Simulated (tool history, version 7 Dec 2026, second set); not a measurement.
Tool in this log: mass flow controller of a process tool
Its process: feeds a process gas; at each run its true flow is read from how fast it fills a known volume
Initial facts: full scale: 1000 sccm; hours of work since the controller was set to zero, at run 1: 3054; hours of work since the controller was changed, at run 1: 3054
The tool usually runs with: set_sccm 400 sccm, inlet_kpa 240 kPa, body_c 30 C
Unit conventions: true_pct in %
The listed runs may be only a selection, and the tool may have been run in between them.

run,hour,set_sccm,inlet_kpa,body_c,hours of work since the controller was set to zero,hours of work since the controller was changed,true_pct
1,0.0,400,240,30,3054,3054,100.78
2,289.9,400,240,30,3188,3188,100.75
3,616.9,553,240,30,3340,3340,100.83
4,963.0,400,196,30,3501,3501,101.03
5,1301.0,400,196,30,3658,3658,101.15
6,1524.7,400,196,30,3763,3763,101.00
7,1851.5,400,196,30,3914,3914,101.15
8,2199.0,400,196,30,4076,4076,101.26
9,2395.8,400,196,30,4167,4167,101.28
10,2752.0,400,240,30,4333,4333,101.19
11,3125.3,400,240,30,4507,4507,101.30
12,3382.4,400,240,30,4626,4626,101.31
13,3601.3,400,240,30,4728,4728,101.33
14,3928.5,400,240,23,4880,4880,100.59
15,4197.5,152,225,26,5005,5005,102.96
16,4556.2,343,150,33,5172,5172,102.29
17,4851.9,709,158,39,5309,5309,102.77
18,5011.3,607,230,26,5383,5383,101.05
19,5227.5,947,191,22,5484,5484,100.91
20,5413.0,947,191,22,5570,5570,100.97
21,5703.4,947,191,22,5705,5705,100.99
22,5891.3,461,240,32,5793,5793,101.90
23,6180.2,115,192,30,5927,5927,105.76
24,6502.4,741,159,30,6077,6077,101.82
25,6798.6,873,207,21,6214,6214,101.02
26,7174.2,979,155,25,6389,6389,101.68
27,7533.2,112,186,36,6556,6556,107.25

Here are 3 independent what-if runs from the current tool condition. What would each one return?
A,7737.5,190,186,34,6651,6651,?
B,7737.5,210,153,30,6651,6651,?
C,7737.5,130,159,30,6651,6651,?

run,true_pct
A,104.46
B,103.61
C,105.93
With the hidden condition removed and each run's random variation left untouched, the same runs would have given:
run,true_pct
A,99.59
B,99.13
C,99.21
